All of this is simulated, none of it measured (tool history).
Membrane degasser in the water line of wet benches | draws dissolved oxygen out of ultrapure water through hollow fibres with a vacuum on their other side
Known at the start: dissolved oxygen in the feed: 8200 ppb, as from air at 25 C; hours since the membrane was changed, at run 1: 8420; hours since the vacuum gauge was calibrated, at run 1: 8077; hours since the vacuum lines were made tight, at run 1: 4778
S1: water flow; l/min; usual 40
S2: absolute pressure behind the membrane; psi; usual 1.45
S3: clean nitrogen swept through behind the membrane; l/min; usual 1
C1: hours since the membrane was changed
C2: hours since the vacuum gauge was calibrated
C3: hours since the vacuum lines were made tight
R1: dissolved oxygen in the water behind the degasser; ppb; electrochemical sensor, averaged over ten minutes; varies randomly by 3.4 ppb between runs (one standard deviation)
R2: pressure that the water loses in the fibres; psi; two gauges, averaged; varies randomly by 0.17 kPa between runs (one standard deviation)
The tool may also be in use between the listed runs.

| run | hour | S1 | S2 | S3 | C1 | C2 | C3 | R1 | R2 |
|---|---|---|---|---|---|---|---|---|---|
| 1 | 0 | 40 | 1.45 | 1 | 8420 | 8077 | 4778 | 604.4 | 6.586 |
| 2 | 217.5 | 29 | 1.45 | 1 | 8638 | 8295 | 4996 | 448 | 4.815 |
| 3 | 339.5 | 29 | 1.45 | 1 | 8760 | 8417 | 5118 | 448 | 4.837 |
| 4 | 449.2 | 29 | 1.45 | 1 | 8869 | 8527 | 5227 | 449.8 | 4.793 |
| 5 | 565.5 | 40 | 1.45 | 0.86 | 8986 | 8643 | 5344 | 677.4 | 6.634 |
| 6 | 659.6 | 40 | 1.45 | 0.86 | 9080 | 8737 | 5438 | 670.2 | 6.65 |
| 7 | 758.1 | 40 | 1.45 | 0.86 | 9178 | 8835 | 5536 | 673.8 | 6.628 |
|  | 926 | vacuum gauge calibrated |
| 8 | 945.2 | 40 | 1.45 | 1 | 9365 | 19 | 5723 | 565.5 | 6.657 |
| 9 | 1072.6 | 40 | 1.45 | 1 | 9492 | 147 | 5850 | 563.9 | 6.66 |
| 10 | 1217 | 40 | 1.45 | 1 | 9637 | 291 | 5995 | 566.7 | 6.647 |
| 11 | 1385.3 | 40 | 1.45 | 1 | 9805 | 459 | 6163 | 570.3 | 6.651 |
| 12 | 1561.2 | 40 | 1.45 | 0.88 | 9981 | 635 | 6339 | 621.7 | 6.647 |
| 13 | 1757.9 | 40 | 1.45 | 0.88 | 10178 | 832 | 6536 | 620.3 | 6.662 |
| 14 | 1967.8 | 40 | 1.45 | 0.88 | 10387 | 1042 | 6745 | 622.2 | 6.662 |
| 15 | 2075.7 | 28 | 2.73 | 1.87 | 10495 | 1150 | 6853 | 521.8 | 4.647 |
| 16 | 2267.1 | 33 | 1.07 | 1.06 | 10687 | 1341 | 7045 | 300.2 | 5.474 |
| 17 | 2485.4 | 37 | 1.19 | 1.83 | 10905 | 1559 | 7263 | 264.2 | 6.131 |
| 18 | 2625.1 | 37 | 1.19 | 1.83 | 11045 | 1699 | 7403 | 268.3 | 6.19 |

What will run 19 give?
| 19 | 2775.5 | 37 | 1.19 | 1.83 | 11195 | 1849 | 7553 | ? | ? |

R1: 267.9 ppb
R2: 6.186 psi
With no hidden state in the tool, this same run would have given R1 254.8 ppb, R2 5.949 psi.
